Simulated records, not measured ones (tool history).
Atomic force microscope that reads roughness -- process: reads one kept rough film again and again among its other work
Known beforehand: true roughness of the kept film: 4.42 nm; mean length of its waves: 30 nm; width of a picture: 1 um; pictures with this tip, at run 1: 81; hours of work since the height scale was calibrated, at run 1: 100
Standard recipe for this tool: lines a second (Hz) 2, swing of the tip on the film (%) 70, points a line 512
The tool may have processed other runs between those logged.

run	hour	lines a second (Hz)	swing of the tip on the film (%)	points a line	pictures with this tip	hours of work since the height scale was calibrated	roughness of the kept film (nm (root mean square))
1	0	2	70	512	81	100	3.272
2	9.9	2	70	651	95	106	3.244
3	22.1	2	70	651	113	115	3.211
4	27.7	2	70	651	121	119	3.182
5	37.3	2	70	944	134	125	3.147
6	49.5	2	59	512	151	134	3.248
7	54.8	2	59	512	159	138	3.227
8	62.5	2	59	512	170	143	3.194
9	74.6	2	70	404	187	151	3.041
# hour 76.8: height scale calibrated on a step standard
10	83.7	2	70	512	199	5	3.046
11	96.3	2	70	512	217	14	2.991
12	108.7	2	70	512	234	22	2.994
13	119.7	2	70	512	250	30	2.967
14	131.4	2	70	512	266	38	2.943
# hour 135.7: height scale calibrated on a step standard, once more
15	143.1	3.95	70	928	282	5	2.742
16	151.7	0.6	70	512	294	11	3.037
17	164	0.6	70	512	311	20	3.026
18	173.9	0.6	70	512	325	27	3.013
19	184.5	0.6	67	260	340	34	2.962
20	194	0.6	67	260	354	40	2.933
21	202.5	0.6	67	260	366	46	2.909
22	214.7	2	73	424	383	55	2.725
23	220.8	0.98	66	340	392	59	2.845
# hour 226.8: new tip fitted
24	228.2	2.45	64	340	2	64	3.405
25	234.5	2.45	60	860	11	68	3.451
26	247	2	72	512	28	77	3.282

Branching from run 26: 4 alternative next runs. What would each branch give?
A	252.3	2.72	60	346	36	81	?
B	252.3	3.29	63	731	36	81	?
C	252.3	2	66	512	36	81	?
D	252.3	1.06	72	507	36	81	?

run	roughness of the kept film (nm (root mean square))
A	3.354
B	3.301
C	3.373
D	3.412
The same runs, with their run-to-run variation unchanged, on a tool lacking any hidden condition would have given:
run	roughness of the kept film (nm (root mean square))
A	3.473
B	3.418
C	3.492
D	3.533
